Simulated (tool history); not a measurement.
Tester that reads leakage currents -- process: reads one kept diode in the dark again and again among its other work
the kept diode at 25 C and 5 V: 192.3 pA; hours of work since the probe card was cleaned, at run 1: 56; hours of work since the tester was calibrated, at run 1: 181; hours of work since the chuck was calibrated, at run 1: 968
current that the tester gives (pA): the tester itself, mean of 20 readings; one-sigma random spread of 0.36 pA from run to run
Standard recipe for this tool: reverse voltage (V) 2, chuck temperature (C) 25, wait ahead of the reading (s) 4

run	hour	reverse voltage (V)	chuck temperature (C)	wait ahead of the reading (s)	hours of work since the probe card was cleaned	hours of work since the tester was calibrated	hours of work since the chuck was calibrated	current that the tester gives (pA)
1	0	2	25	4	56	181	968	129.31
2	60	2	25	4.21	97	222	1009	129.1
3	159.3	2	25	4.21	165	290	1077	130.74
4	242	2	25	4	222	346	1133	131.31
5	311.2	2	25	4	269	394	1180	131.71
6	381.2	2	25	4	317	441	1228	132.34
7	427.9	2	25	4	349	473	1260	132.8
8	514.9	2	25	4	408	533	1320	133.42
9	585	2	25	4	456	581	1367	134.44
10	656.3	2	25	4	505	629	1416	134.26
11	733.9	2	25	4	558	682	1469	136.42
12	828	2	25	4	622	747	1533	137
13	885.6	2	47	4	661	786	1573	798.68
# hour 901.5: chuck's temperature calibrated
14	981.4	2	25	4	725	850	55	123.11
15	1056.8	2	25	4	777	902	106	123.96
16	1109.4	2	25	4	813	938	142	124.85
17	1192	2	25	4	869	994	199	126.03
18	1241.3	2	25	4	903	1028	232	126.14
19	1294.2	1.55	25	4	939	1064	268	110.03
20	1341.3	8.8	25	4	971	1096	301	276.71
21	1387.1	8.8	25	4	1003	1127	332	276.8
22	1487.5	8.8	25	4	1071	1196	400	279.43
23	1563.4	10.42	53	1.18	1123	1248	452	2760.83
# hour 1609.1: probe card cleaned and baked
24	1619.5	10.42	53	1.18	7	1284	489	2750.81
25	1695.5	2	25	8.33	59	1336	540	127.31
26	1750.9	4.99	50	1.18	97	1374	578	1512.34
27	1840.5	4.99	50	1.18	158	1435	640	1518.58
28	1918.4	4.99	50	1.18	211	1488	693	1527.66
29	2009.4	4.99	50	1.18	274	1551	755	1534.34
30	2113.3	17.33	24	8.21	345	1622	826	369.97
31	2216.6	17.33	24	8.21	415	1692	897	370.98
32	2278	19.86	28	4	457	1734	939	564.25
33	2362.5	19.86	28	4	515	1792	996	568.1
34	2411.1	2.23	28	4	548	1825	1030	182.78
35	2463.8	14.85	25	0.6	584	1861	1066	392.27
36	2557.3	14.85	25	0.6	648	1925	1129	393.8
37	2646.5	14.85	25	0.6	709	1986	1190	397.31
38	2723.8	2	25	1.53	762	2039	1243	137.93
39	2808.3	2.71	25	1.53	819	2097	1301	161.93

Alternative continuations, all from the tool just after run 39; predict every row:
A	2913.4	4.21	41	1.53	891	2168	1373	?
B	2913.4	1.78	53	0.53	891	2168	1373	?
C	2913.4	2	25	8.63	891	2168	1373	?

run	current that the tester gives (pA)
A	752.78
B	1178.56
C	138.91
The same runs, with their run-to-run variation unchanged, on a tool lacking any hidden condition would have given:
run	current that the tester gives (pA)
A	665.93
B	1054.21
C	120.54

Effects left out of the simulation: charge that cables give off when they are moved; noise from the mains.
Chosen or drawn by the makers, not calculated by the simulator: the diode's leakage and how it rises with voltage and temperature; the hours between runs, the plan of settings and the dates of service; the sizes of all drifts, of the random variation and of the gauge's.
